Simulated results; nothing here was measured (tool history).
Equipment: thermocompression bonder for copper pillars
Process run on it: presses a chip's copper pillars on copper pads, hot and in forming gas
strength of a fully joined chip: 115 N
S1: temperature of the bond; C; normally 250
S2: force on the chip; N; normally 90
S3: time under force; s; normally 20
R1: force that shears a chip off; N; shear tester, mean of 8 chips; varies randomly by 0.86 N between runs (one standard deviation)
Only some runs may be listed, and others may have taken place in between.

run    day   S1   S2  S3    R1
  1      0  250   90  20  69.4
  2  0.425  236   90  20  56.8
  3  0.688  270   90  20  84.9
  4  0.917  250   68  20  55.2
  5  1.429  250  128  20  88.1
  6  1.679  250  128  20  84.8
  7   2.05  250  128  20  86.3
  8  2.604  250  128  20  87.5
  9  3.012  250   90  20  70.5
 10  3.562  250   90  34  79.8
 11  3.817  250   90  34  81.1
 12  4.254  250   90  34  80.1
 13  4.688  250   90  34  79.4
 14  5.167  250   90  34  80.1
 15  5.679  250   55  38  57.2
 16  6.229  250   55  38  58.1
 17   6.65  250   90  49    88
 18  7.167  250   99  17    71
 19  7.421  274  117  20  98.6

Run 20, settings as shown, results not yet in. Your forecast:
 20  7.692  255  90  28   ?

R1: 81.7 N
Take away the tool's hidden state, keep the run-to-run variation as it was, and the same run would have given R1 82.2 N.

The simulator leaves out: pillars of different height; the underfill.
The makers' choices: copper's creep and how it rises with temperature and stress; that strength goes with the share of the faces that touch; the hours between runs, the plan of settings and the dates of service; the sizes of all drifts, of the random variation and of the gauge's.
